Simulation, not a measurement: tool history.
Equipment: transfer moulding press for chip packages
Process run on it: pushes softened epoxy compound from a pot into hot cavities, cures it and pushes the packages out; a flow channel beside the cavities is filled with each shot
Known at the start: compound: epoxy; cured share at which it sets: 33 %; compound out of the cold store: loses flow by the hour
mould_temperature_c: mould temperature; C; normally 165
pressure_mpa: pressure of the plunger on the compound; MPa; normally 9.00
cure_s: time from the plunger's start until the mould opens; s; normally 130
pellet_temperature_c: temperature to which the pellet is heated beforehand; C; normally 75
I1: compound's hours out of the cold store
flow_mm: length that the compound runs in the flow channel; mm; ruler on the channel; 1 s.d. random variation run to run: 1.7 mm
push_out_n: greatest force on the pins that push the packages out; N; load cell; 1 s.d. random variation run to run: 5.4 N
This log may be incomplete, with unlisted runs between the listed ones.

{"run": 1, "hour": 0.0, "mould_temperature_c": 165, "pressure_mpa": 9.0, "cure_s": 130, "pellet_temperature_c": 75, "I1": 38.4, "flow_mm": 724, "push_out_n": 231}
{"hour": 30.9, "done": "cavities cleaned with cleaning compound and waxed"}
{"run": 2, "hour": 30.9, "mould_temperature_c": 165, "pressure_mpa": 9.0, "cure_s": 130, "pellet_temperature_c": 75, "I1": 39.4, "flow_mm": 716, "push_out_n": 179}
{"run": 3, "hour": 72.6, "mould_temperature_c": 165, "pressure_mpa": 9.0, "cure_s": 130, "pellet_temperature_c": 75, "I1": 30.3, "flow_mm": 736, "push_out_n": 306}
{"hour": 84.7, "done": "cavities cleaned with cleaning compound and waxed"}
{"run": 4, "hour": 102.5, "mould_temperature_c": 165, "pressure_mpa": 9.0, "cure_s": 130, "pellet_temperature_c": 75, "I1": 47.8, "flow_mm": 695, "push_out_n": 243}
{"hour": 137.5, "done": "plunger's sealing rings changed"}
{"hour": 139.0, "done": "cavities cleaned with cleaning compound and waxed"}
{"run": 5, "hour": 168.4, "mould_temperature_c": 165, "pressure_mpa": 9.0, "cure_s": 130, "pellet_temperature_c": 75, "I1": 15.7, "flow_mm": 803, "push_out_n": 264}
{"hour": 193.0, "done": "cavities cleaned with cleaning compound and waxed"}
{"run": 6, "hour": 228.6, "mould_temperature_c": 165, "pressure_mpa": 9.0, "cure_s": 130, "pellet_temperature_c": 75, "I1": 24.1, "flow_mm": 779, "push_out_n": 283}
{"hour": 245.5, "done": "cavities cleaned with cleaning compound and waxed"}
{"run": 7, "hour": 275.3, "mould_temperature_c": 165, "pressure_mpa": 7.12, "cure_s": 130, "pellet_temperature_c": 75, "I1": 39.3, "flow_mm": 655, "push_out_n": 261}
{"hour": 297.7, "done": "cavities cleaned with cleaning compound and waxed"}
{"run": 8, "hour": 325.2, "mould_temperature_c": 165, "pressure_mpa": 7.12, "cure_s": 130, "pellet_temperature_c": 75, "I1": 30.9, "flow_mm": 669, "push_out_n": 261}
{"hour": 352.3, "done": "cavities cleaned with cleaning compound and waxed"}
{"run": 9, "hour": 380.7, "mould_temperature_c": 165, "pressure_mpa": 9.0, "cure_s": 130, "pellet_temperature_c": 75, "I1": 37.5, "flow_mm": 733, "push_out_n": 269}
{"hour": 405.0, "done": "cavities cleaned with cleaning compound and waxed"}
{"run": 10, "hour": 444.0, "mould_temperature_c": 165, "pressure_mpa": 9.0, "cure_s": 130, "pellet_temperature_c": 75, "I1": 40.5, "flow_mm": 721, "push_out_n": 278}
{"hour": 457.5, "done": "cavities cleaned with cleaning compound and waxed"}
{"hour": 509.0, "done": "cavities cleaned with cleaning compound and waxed"}
{"run": 11, "hour": 509.0, "mould_temperature_c": 165, "pressure_mpa": 9.0, "cure_s": 130, "pellet_temperature_c": 75, "I1": 47.9, "flow_mm": 697, "push_out_n": 186}
{"run": 12, "hour": 548.6, "mould_temperature_c": 165, "pressure_mpa": 9.0, "cure_s": 130, "pellet_temperature_c": 75, "I1": 30.5, "flow_mm": 740, "push_out_n": 291}
{"hour": 562.8, "done": "cavities cleaned with cleaning compound and waxed"}
{"run": 13, "hour": 581.2, "mould_temperature_c": 163, "pressure_mpa": 7.18, "cure_s": 130, "pellet_temperature_c": 77, "I1": 34.5, "flow_mm": 657, "push_out_n": 254}
{"hour": 614.9, "done": "cavities cleaned with cleaning compound and waxed"}
{"hour": 621.7, "done": "plunger's sealing rings changed"}
{"run": 14, "hour": 641.7, "mould_temperature_c": 163, "pressure_mpa": 7.18, "cure_s": 130, "pellet_temperature_c": 77, "I1": 42.7, "flow_mm": 664, "push_out_n": 268}
{"hour": 669.8, "done": "cavities cleaned with cleaning compound and waxed"}
{"run": 15, "hour": 687.3, "mould_temperature_c": 165, "pressure_mpa": 7.49, "cure_s": 162, "pellet_temperature_c": 75, "I1": 31.6, "flow_mm": 698, "push_out_n": 233}
{"hour": 722.8, "done": "cavities cleaned with cleaning compound and waxed"}
{"run": 16, "hour": 725.5, "mould_temperature_c": 170, "pressure_mpa": 7.59, "cure_s": 130, "pellet_temperature_c": 75, "I1": 35.2, "flow_mm": 678, "push_out_n": 185}
{"hour": 776.2, "done": "cavities cleaned with cleaning compound and waxed"}
{"run": 17, "hour": 778.5, "mould_temperature_c": 170, "pressure_mpa": 7.59, "cure_s": 130, "pellet_temperature_c": 75, "I1": 16.7, "flow_mm": 717, "push_out_n": 190}
{"run": 18, "hour": 811.1, "mould_temperature_c": 170, "pressure_mpa": 8.79, "cure_s": 130, "pellet_temperature_c": 80, "I1": 41.1, "flow_mm": 709, "push_out_n": 266}
{"hour": 831.0, "done": "cavities cleaned with cleaning compound and waxed"}
{"run": 19, "hour": 855.8, "mould_temperature_c": 163, "pressure_mpa": 9.0, "cure_s": 111, "pellet_temperature_c": 75, "I1": 34.2, "flow_mm": 748, "push_out_n": 336}
{"hour": 872.3, "done": "mould's thermocouples calibrated"}
{"hour": 885.0, "done": "cavities cleaned with cleaning compound and waxed"}
{"run": 20, "hour": 915.0, "mould_temperature_c": 165, "pressure_mpa": 9.0, "cure_s": 130, "pellet_temperature_c": 83, "I1": 20.0, "flow_mm": 776, "push_out_n": 261}
{"hour": 937.9, "done": "cavities cleaned with cleaning compound and waxed"}
{"run": 21, "hour": 979.6, "mould_temperature_c": 167, "pressure_mpa": 9.0, "cure_s": 161, "pellet_temperature_c": 75, "I1": 38.8, "flow_mm": 712, "push_out_n": 271}
{"hour": 990.3, "done": "cavities cleaned with cleaning compound and waxed"}
{"run": 22, "hour": 1038.3, "mould_temperature_c": 164, "pressure_mpa": 10.58, "cure_s": 116, "pellet_temperature_c": 75, "I1": 27.8, "flow_mm": 809, "push_out_n": 340}
{"hour": 1044.5, "done": "cavities cleaned with cleaning compound and waxed"}
{"hour": 1096.4, "done": "cavities cleaned with cleaning compound and waxed"}
{"run": 23, "hour": 1101.5, "mould_temperature_c": 164, "pressure_mpa": 10.58, "cure_s": 116, "pellet_temperature_c": 75, "I1": 21.6, "flow_mm": 824, "push_out_n": 241}
{"hour": 1109.7, "done": "plunger's sealing rings changed"}
{"run": 24, "hour": 1138.0, "mould_temperature_c": 164, "pressure_mpa": 10.58, "cure_s": 116, "pellet_temperature_c": 75, "I1": 27.2, "flow_mm": 840, "push_out_n": 317}

What if the next run were any one of these 3? Each begins from the tool's condition after run 24:
{"hour": 1152.4, "done": "cavities cleaned with cleaning compound and waxed"}
{"hour": 1203.8, "done": "cavities cleaned with cleaning compound and waxed"}
{"run": "A", "hour": 1204.5, "mould_temperature_c": 165, "pressure_mpa": 9.0, "cure_s": 130, "pellet_temperature_c": 80, "I1": 34.9, "flow_mm": "?", "push_out_n": "?"}
{"hour": 1152.4, "done": "cavities cleaned with cleaning compound and waxed"}
{"hour": 1203.8, "done": "cavities cleaned with cleaning compound and waxed"}
{"run": "B", "hour": 1204.5, "mould_temperature_c": 164, "pressure_mpa": 10.58, "cure_s": 122, "pellet_temperature_c": 69, "I1": 33.7, "flow_mm": "?", "push_out_n": "?"}
{"hour": 1152.4, "done": "cavities cleaned with cleaning compound and waxed"}
{"hour": 1203.8, "done": "cavities cleaned with cleaning compound and waxed"}
{"run": "C", "hour": 1204.5, "mould_temperature_c": 161, "pressure_mpa": 10.58, "cure_s": 146, "pellet_temperature_c": 68, "I1": 30.3, "flow_mm": "?", "push_out_n": "?"}

run=A flow_mm=746 push_out_n=186
run=B flow_mm=817 push_out_n=202
run=C flow_mm=834 push_out_n=188
Take away the tool's hidden state, keep each run's random variation, and the runs would have read:
run=A flow_mm=754 push_out_n=179
run=B flow_mm=825 push_out_n=193
run=C flow_mm=843 push_out_n=180
